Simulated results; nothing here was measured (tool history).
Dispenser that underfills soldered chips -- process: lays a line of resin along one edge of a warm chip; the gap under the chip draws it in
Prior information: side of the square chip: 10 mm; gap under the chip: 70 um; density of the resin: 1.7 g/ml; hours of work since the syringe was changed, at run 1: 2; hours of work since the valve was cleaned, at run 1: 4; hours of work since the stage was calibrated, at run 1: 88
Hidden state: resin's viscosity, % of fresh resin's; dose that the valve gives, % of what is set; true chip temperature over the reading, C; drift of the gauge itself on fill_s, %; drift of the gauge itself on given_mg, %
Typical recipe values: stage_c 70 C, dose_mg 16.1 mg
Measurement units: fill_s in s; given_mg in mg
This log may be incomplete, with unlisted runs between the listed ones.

run,hour,stage_c,dose_mg,hours of work since the syringe was changed,hours of work since the valve was cleaned,hours of work since the stage was calibrated,fill_s,given_mg
1,0,70,16.1,2,4,88,80,16.03
2,8.9,70,20.7,8,10,94,111.9,20.59
# hour 10.3: new syringe of resin
3,18.4,70,20.7,5,16,100,92.6,20.53
# hour 23.6: new syringe of resin
4,28.5,70,16.1,3,22,106,84.8,15.94
# hour 36.8: new syringe of resin
5,40,70,16.1,2,28,112,77.4,15.86
# hour 50.5: new syringe of resin
6,51.9,70,16.1,1,36,120,73.9,15.75
7,57.7,70,16.1,4,39,123,93.1,15.75
8,62.8,70,16.1,8,42,126,115.4,15.73
# hour 63.8: new syringe of resin
9,75,70,16.1,7,50,134,112.1,15.72
# hour 77.7: new syringe of resin
10,83.1,70,16.1,3,54,138,85.5,15.64
# hour 91.8: new syringe of resin
11,94.1,70,16.1,1,61,145,76.2,15.64
12,100.4,70,16.1,5,65,149,99.2,15.49
# hour 105.5: new syringe of resin
13,110.6,70,16.1,3,71,155,84.1,15.55
# hour 119.5: new syringe of resin
14,123.3,70,16.1,2,79,163,81.5,15.48
15,128.6,70,16.1,6,82,166,102.9,15.45
# hour 132.9: new syringe of resin
16,138.8,70,20.6,4,88,172,84.1,19.68
# hour 146.1: new syringe of resin
17,146.1,70,20.6,0,92,176,68.1,19.67
18,155.5,70,20.6,6,98,182,101.1,19.62
# hour 159.5: new syringe of resin
19,162.4,70,20.6,2,102,186,74.2,19.54
# hour 173.1: new syringe of resin
20,173.8,70,20.6,0,109,193,69.9,19.45
21,180.5,61,20.6,5,113,197,125.4,19.36
# hour 186.7: new syringe of resin
# hour 191.5: dispensing valve cleaned and set on the balance
22,191.9,61,20.6,3,0,203,107.1,20.61
23,198.2,68,15.7,6,4,207,117.1,15.6
# hour 201: new syringe of resin
24,206.4,68,15.7,3,9,212,94.6,15.69
# hour 214.5: new syringe of resin
25,217.3,68,13.8,2,15,219,89.5,13.71
26,227.4,64,15.5,8,22,225,149.5,15.4
# hour 228.3: new syringe of resin
27,238.7,64,14.5,6,28,232,135.8,14.38
# hour 242.1: new syringe of resin
28,251.1,64,14.5,6,36,239,127,14.27
# hour 255.8: new syringe of resin
29,263.5,64,14.5,5,43,247,121.5,14.25
# hour 269.7: new syringe of resin
30,274.6,64,14.5,3,50,253,109.3,14.17
# hour 283.3: new syringe of resin
31,285.5,64,14.5,1,57,260,96.4,14.15
32,293.2,58,17.3,6,61,264,161.9,16.77
# hour 296.9: new syringe of resin
33,305.5,72,14.4,5,69,272,100.5,13.97
# hour 310.5: new syringe of resin
34,312.7,60,19.3,1,73,276,103.7,18.7
35,322.1,57,17.8,7,79,282,177.7,17.18

What if the next run were any one of these 4? Each begins from the tool's condition after run 35:
# hour 324: new syringe of resin
A,333.8,79,17.8,6,86,289,?,?
# hour 324: new syringe of resin
B,333.8,69,17.8,6,86,289,?,?
# hour 324: new syringe of resin
C,333.8,78,17.8,6,86,289,?,?
# hour 324: new syringe of resin
D,333.8,63,16.1,6,86,289,?,?

run,fill_s,given_mg
A,79.4,17.16
B,108.3,17.05
C,81.5,17.09
D,135.7,15.44
Without the tool's hidden state the same runs would have given:
run,fill_s,given_mg
A,49.5,17.86
B,67.6,17.74
C,51,17.79
D,83.9,16.06
